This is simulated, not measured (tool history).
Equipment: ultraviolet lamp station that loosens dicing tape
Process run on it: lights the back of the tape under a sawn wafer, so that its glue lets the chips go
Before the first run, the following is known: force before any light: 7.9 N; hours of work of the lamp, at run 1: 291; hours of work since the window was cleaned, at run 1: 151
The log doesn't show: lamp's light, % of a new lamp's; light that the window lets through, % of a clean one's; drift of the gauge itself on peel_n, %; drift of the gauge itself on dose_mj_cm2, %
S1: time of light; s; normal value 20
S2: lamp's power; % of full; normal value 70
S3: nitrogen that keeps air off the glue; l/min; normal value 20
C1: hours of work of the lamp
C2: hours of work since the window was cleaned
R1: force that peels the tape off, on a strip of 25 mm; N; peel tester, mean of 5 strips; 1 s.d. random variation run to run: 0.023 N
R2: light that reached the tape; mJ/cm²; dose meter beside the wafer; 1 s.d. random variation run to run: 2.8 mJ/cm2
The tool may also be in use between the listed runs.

run 1 hour=0.0 | S1=20 S2=70 S3=20 | C1=291 C2=151 | R1=1.256 R2=353
run 2 hour=10.7 | S1=20 S2=70 S3=11 | C1=298 C2=158 | R1=1.753 R2=346
run 3 hour=24.0 | S1=20 S2=74 S3=20 | C1=307 C2=167 | R1=1.170 R2=366
run 4 hour=32.3 | S1=20 S2=74 S3=20 | C1=313 C2=172 | R1=1.216 R2=365
run 5 hour=45.3 | S1=20 S2=70 S3=20 | C1=321 C2=181 | R1=1.299 R2=345
run 6 hour=55.4 | S1=20 S2=70 S3=20 | C1=328 C2=188 | R1=1.295 R2=348
run 7 hour=66.1 | S1=20 S2=70 S3=36 | C1=335 C2=195 | R1=0.967 R2=345
run 8 hour=74.0 | S1=20 S2=70 S3=36 | C1=340 C2=200 | R1=0.981 R2=346
run 9 hour=86.3 | S1=20 S2=70 S3=36 | C1=349 C2=209 | R1=0.992 R2=344
run 10 hour=94.6 | S1=20 S2=70 S3=36 | C1=354 C2=214 | R1=1.002 R2=341
run 11 hour=103.7 | S1=20 S2=70 S3=27 | C1=360 C2=220 | R1=1.116 R2=345
run 12 hour=117.9 | S1=20 S2=70 S3=27 | C1=370 C2=230 | R1=1.166 R2=336
run 13 hour=132.0 | S1=20 S2=60 S3=27 | C1=379 C2=239 | R1=1.452 R2=288
run 14 hour=146.2 | S1=29 S2=75 S3=9 | C1=389 C2=249 | R1=1.043 R2=523
run 15 hour=159.4 | S1=21 S2=75 S3=11 | C1=398 C2=257 | R1=1.560 R2=377
run 16 hour=167.9 | S1=19 S2=68 S3=15 | C1=403 C2=263 | R1=1.754 R2=307
run 17 hour=181.5 | S1=19 S2=68 S3=15 | C1=412 C2=272 | R1=1.858 R2=310

Run 18 comes next. What will it give?
run 18 hour=192.7 | S1=16 S2=70 S3=20 | C1=420 C2=280 | R1=? R2=?

R1: 1.866 N
R2: 271 mJ/cm²
Were there no unlogged condition in the tool, this run, its random variation unchanged, would have produced R1 1.543 N, R2 309 mJ/cm².
